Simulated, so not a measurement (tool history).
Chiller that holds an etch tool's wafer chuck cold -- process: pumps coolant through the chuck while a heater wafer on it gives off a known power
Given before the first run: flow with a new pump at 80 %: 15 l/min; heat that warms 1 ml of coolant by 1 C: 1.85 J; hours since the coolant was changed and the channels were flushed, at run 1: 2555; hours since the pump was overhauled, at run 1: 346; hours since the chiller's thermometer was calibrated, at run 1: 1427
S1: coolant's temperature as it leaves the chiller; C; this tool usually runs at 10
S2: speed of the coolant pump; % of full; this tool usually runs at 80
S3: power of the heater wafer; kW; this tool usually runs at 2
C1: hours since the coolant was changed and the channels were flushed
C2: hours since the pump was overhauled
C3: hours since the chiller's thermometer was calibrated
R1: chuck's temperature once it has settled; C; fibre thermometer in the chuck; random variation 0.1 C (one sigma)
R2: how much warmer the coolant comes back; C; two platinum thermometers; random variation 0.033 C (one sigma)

run	hour	S1	S2	S3	C1	C2	C3	R1	R2
1	0	10	80	2	2555	346	1427	26.5	4.33
2	29.1	2	80	2	2584	376	1456	18.5	4.36
3	56.4	2	80	2	2612	403	1483	18.7	4.36
4	85.8	13	80	2	2641	432	1513	29.5	4.28
5	117.2	10	80	2	2673	464	1544	26.7	4.34
6	135	10	68	2	2690	481	1562	29.3	5.13
7	158.7	10	80	2	2714	505	1586	26.5	4.37
8	182.8	17	90	2.257	2738	529	1610	33.9	4.24
9	204	10	80	1.586	2759	550	1631	23.2	3.45
10	224.9	16	80	2.923	2780	571	1652	40.4	6.33
11	239	5	88	1.523	2794	586	1666	16.7	2.96
12	267.1	10	80	1.333	2822	614	1694	21	2.88
13	281.6	8	90	2.29	2837	628	1708	25.2	4.37

5 options for the next run, each taken on its own from the tool as it stands now. Forecast them:
A	301.9	6	85	1.356	2857	648	1729	?	?
B	301.9	8	62	1.759	2857	648	1729	?	?
C	301.9	8	74	1.157	2857	648	1729	?	?
D	301.9	14	85	2.526	2857	648	1729	?	?
E	301.9	0	72	2.493	2857	648	1729	?	?

run	R1	R2
A	16.8	2.74
B	26.6	5.07
C	18.4	2.71
D	33.9	5.08
E	22.9	6.13
With the hidden condition removed and each run's random variation left untouched, the same runs would have given:
run	R1	R2
A	16.4	2.73
B	26	5.06
C	18.1	2.7
D	33.3	5.07
E	22.3	6.12
